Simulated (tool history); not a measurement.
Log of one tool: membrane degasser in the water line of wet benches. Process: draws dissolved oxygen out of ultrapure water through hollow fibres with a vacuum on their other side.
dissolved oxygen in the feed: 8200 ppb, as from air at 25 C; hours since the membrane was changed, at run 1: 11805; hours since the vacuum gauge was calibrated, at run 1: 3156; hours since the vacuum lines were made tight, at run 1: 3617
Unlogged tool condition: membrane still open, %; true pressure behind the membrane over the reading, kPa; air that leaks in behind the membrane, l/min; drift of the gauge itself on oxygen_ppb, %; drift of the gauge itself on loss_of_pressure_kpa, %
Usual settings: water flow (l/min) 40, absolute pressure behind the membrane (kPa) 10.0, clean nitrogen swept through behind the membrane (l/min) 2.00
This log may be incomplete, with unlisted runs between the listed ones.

| run | hour | water flow (l/min) | absolute pressure behind the membrane (kPa) | clean nitrogen swept through behind the membrane (l/min) | hours since the membrane was changed | hours since the vacuum gauge was calibrated | hours since the vacuum lines were made tight | dissolved oxygen in the water behind the degasser (ppb) | pressure that the water loses in the fibres (kPa) |
|---|---|---|---|---|---|---|---|---|---|
| 1 | 0.0 | 40 | 10.0 | 2.00 | 11805 | 3156 | 3617 | 305.5 | 33.56 |
| 2 | 295.5 | 40 | 10.0 | 2.00 | 12101 | 3451 | 3913 | 307.7 | 33.65 |
| 3 | 451.0 | 40 | 10.0 | 2.00 | 12256 | 3607 | 4068 | 303.4 | 33.84 |
| 4 | 598.6 | 40 | 10.0 | 2.00 | 12404 | 3755 | 4216 | 310.0 | 33.78 |
| 5 | 793.0 | 40 | 10.0 | 2.00 | 12598 | 3949 | 4410 | 307.2 | 33.73 |
| 6 | 1052.5 | 40 | 10.0 | 0.86 | 12858 | 4209 | 4670 | 594.4 | 34.04 |
| 7 | 1208.1 | 40 | 10.0 | 0.86 | 13013 | 4364 | 4826 | 596.4 | 33.87 |
| 8 | 1500.8 | 40 | 10.0 | 2.00 | 13306 | 4657 | 5118 | 309.1 | 33.97 |
| 9 | 1830.1 | 57 | 10.0 | 2.00 | 13635 | 4986 | 5448 | 429.2 | 48.38 |
| 10 | 2113.1 | 57 | 10.0 | 2.00 | 13918 | 5269 | 5731 | 431.4 | 48.84 |
|  | 2193.0 | seals of the vacuum lines changed |
| 11 | 2310.2 | 40 | 10.0 | 0.99 | 14114 | 5464 | 117 | 544.6 | 34.04 |
| 12 | 2544.7 | 40 | 10.0 | 0.99 | 14348 | 5699 | 352 | 543.9 | 34.47 |
| 13 | 2709.3 | 40 | 10.0 | 0.99 | 14513 | 5863 | 516 | 537.6 | 34.01 |
| 14 | 3016.9 | 40 | 10.0 | 0.99 | 14820 | 6171 | 824 | 542.9 | 34.03 |
| 15 | 3231.4 | 40 | 10.0 | 0.99 | 15035 | 6385 | 1038 | 537.0 | 34.06 |
|  | 3253.5 | vacuum gauge calibrated |
| 16 | 3408.0 | 40 | 10.0 | 2.00 | 15211 | 154 | 1214 | 315.9 | 34.46 |
| 17 | 3624.9 | 36 | 10.0 | 2.00 | 15428 | 371 | 1431 | 289.0 | 31.04 |
| 18 | 3776.3 | 36 | 10.0 | 2.00 | 15579 | 523 | 1583 | 287.1 | 31.04 |
| 19 | 4006.0 | 36 | 15.3 | 1.61 | 15809 | 752 | 1812 | 582.6 | 30.89 |
|  | 4158.6 | membrane cartridge changed |
| 20 | 4271.7 | 34 | 7.7 | 0.89 | 113 | 1014 | 2074 | 365.5 | 27.33 |
| 21 | 4546.2 | 34 | 6.8 | 2.30 | 388 | 1289 | 2349 | 135.8 | 27.31 |
| 22 | 4720.4 | 40 | 10.0 | 3.04 | 562 | 1463 | 2523 | 219.5 | 32.26 |
|  | 4930.6 | vacuum gauge calibrated, once more |
| 23 | 4951.3 | 40 | 10.0 | 3.04 | 792 | 21 | 2753 | 207.9 | 32.34 |
| 24 | 5218.5 | 32 | 17.1 | 4.73 | 1059 | 288 | 3020 | 225.5 | 25.85 |
| 25 | 5398.0 | 32 | 17.1 | 4.73 | 1239 | 467 | 3200 | 222.4 | 25.65 |
| 26 | 5615.2 | 32 | 8.6 | 1.83 | 1456 | 685 | 3417 | 212.9 | 25.66 |
| 27 | 5911.0 | 32 | 8.6 | 1.83 | 1752 | 980 | 3713 | 211.8 | 25.47 |
| 28 | 6088.6 | 32 | 8.6 | 1.83 | 1930 | 1158 | 3891 | 212.4 | 25.88 |
| 29 | 6345.1 | 32 | 8.6 | 1.83 | 2186 | 1415 | 4147 | 215.3 | 25.79 |
| 30 | 6606.7 | 32 | 8.6 | 1.83 | 2448 | 1676 | 4409 | 211.1 | 26.00 |
| 31 | 6791.3 | 32 | 8.6 | 1.83 | 2632 | 1861 | 4593 | 215.6 | 25.80 |
| 32 | 7114.8 | 38 | 10.0 | 1.83 | 2956 | 2184 | 4917 | 311.5 | 30.66 |

Branching from run 32: 4 alternative next runs. What would each branch give?
| A | 7262.9 | 38 | 23.8 | 1.83 | 3104 | 2332 | 5065 | ? | ? |
| B | 7262.9 | 28 | 11.6 | 1.83 | 3104 | 2332 | 5065 | ? | ? |
| C | 7262.9 | 40 | 8.7 | 2.00 | 3104 | 2332 | 5065 | ? | ? |
| D | 7262.9 | 26 | 21.1 | 3.56 | 3104 | 2332 | 5065 | ? | ? |

| run | dissolved oxygen in the water behind the degasser (ppb) | pressure that the water loses in the fibres (kPa) |
|---|---|---|
| A | 882.3 | 30.77 |
| B | 289.1 | 22.77 |
| C | 247.8 | 32.57 |
| D | 310.1 | 20.92 |
Take away the tool's hidden state, keep each run's random variation, and the runs would have read:
| run | dissolved oxygen in the water behind the degasser (ppb) | pressure that the water loses in the fibres (kPa) |
|---|---|---|
| A | 873.0 | 30.35 |
| B | 283.7 | 22.45 |
| C | 243.4 | 32.12 |
| D | 303.6 | 20.63 |
